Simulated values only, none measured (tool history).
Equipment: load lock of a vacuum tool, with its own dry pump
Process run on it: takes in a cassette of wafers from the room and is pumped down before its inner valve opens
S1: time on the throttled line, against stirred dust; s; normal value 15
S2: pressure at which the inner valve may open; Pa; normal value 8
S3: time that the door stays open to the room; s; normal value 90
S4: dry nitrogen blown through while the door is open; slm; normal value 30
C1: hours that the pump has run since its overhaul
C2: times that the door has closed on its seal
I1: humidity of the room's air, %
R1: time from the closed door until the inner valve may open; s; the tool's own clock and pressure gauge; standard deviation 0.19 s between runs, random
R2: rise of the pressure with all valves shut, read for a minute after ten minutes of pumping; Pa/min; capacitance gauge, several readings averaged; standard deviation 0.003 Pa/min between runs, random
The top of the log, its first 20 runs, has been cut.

{"run": 21, "hour": 3094.5, "S1": 15, "S2": 8, "S3": 229, "S4": 28, "C1": 4696, "C2": 30903, "I1": 41.0, "R1": 27.1, "R2": 0.126}
{"run": 22, "hour": 3249.9, "S1": 14, "S2": 8, "S3": 229, "S4": 19, "C1": 4851, "C2": 31374, "I1": 46.2, "R1": 26.5, "R2": 0.138}
{"run": 23, "hour": 3357.1, "S1": 25, "S2": 16, "S3": 43, "S4": 11, "C1": 4958, "C2": 31699, "I1": 45.6, "R1": 34.6, "R2": 0.124}
{"run": 24, "hour": 3503.8, "S1": 15, "S2": 14, "S3": 90, "S4": 30, "C1": 5105, "C2": 32144, "I1": 46.0, "R1": 26.3, "R2": 0.118}
{"run": 25, "hour": 3685.7, "S1": 15, "S2": 14, "S3": 90, "S4": 30, "C1": 5287, "C2": 32695, "I1": 46.9, "R1": 26.3, "R2": 0.121}
{"run": 26, "hour": 3858.8, "S1": 15, "S2": 14, "S3": 90, "S4": 30, "C1": 5460, "C2": 33220, "I1": 50.1, "R1": 26.3, "R2": 0.13}
{"run": 27, "hour": 4047.2, "S1": 15, "S2": 14, "S3": 55, "S4": 5, "C1": 5648, "C2": 33792, "I1": 43.2, "R1": 26.3, "R2": 0.139}
{"run": 28, "hour": 4205.1, "S1": 19, "S2": 15, "S3": 58, "S4": 13, "C1": 5806, "C2": 34271, "I1": 47.4, "R1": 30.1, "R2": 0.138}
{"run": 29, "hour": 4367.9, "S1": 19, "S2": 15, "S3": 58, "S4": 13, "C1": 5969, "C2": 34764, "I1": 43.2, "R1": 29.9, "R2": 0.138}
{"run": 30, "hour": 4507.5, "S1": 19, "S2": 15, "S3": 58, "S4": 13, "C1": 6109, "C2": 35188, "I1": 46.5, "R1": 29.8, "R2": 0.143}
{"run": 31, "hour": 4668.6, "S1": 19, "S2": 15, "S3": 58, "S4": 13, "C1": 6270, "C2": 35676, "I1": 44.3, "R1": 29.7, "R2": 0.143}
{"run": 32, "hour": 4777.3, "S1": 19, "S2": 15, "S3": 58, "S4": 13, "C1": 6379, "C2": 36006, "I1": 45.6, "R1": 30.0, "R2": 0.143}

Run 33, settings as shown, results not yet in. Your forecast:
{"run": 33, "hour": 4970.6, "S1": 15, "S2": 8, "S3": 138, "S4": 33, "C1": 6572, "C2": 36592, "I1": 43.6, "R1": "?", "R2": "?"}

{"run 33": {"R1": 27.6, "R2": 0.144}}
Without the tool's hidden state the same run would have given R1 25.7 s, R2 0.038 Pa/min.
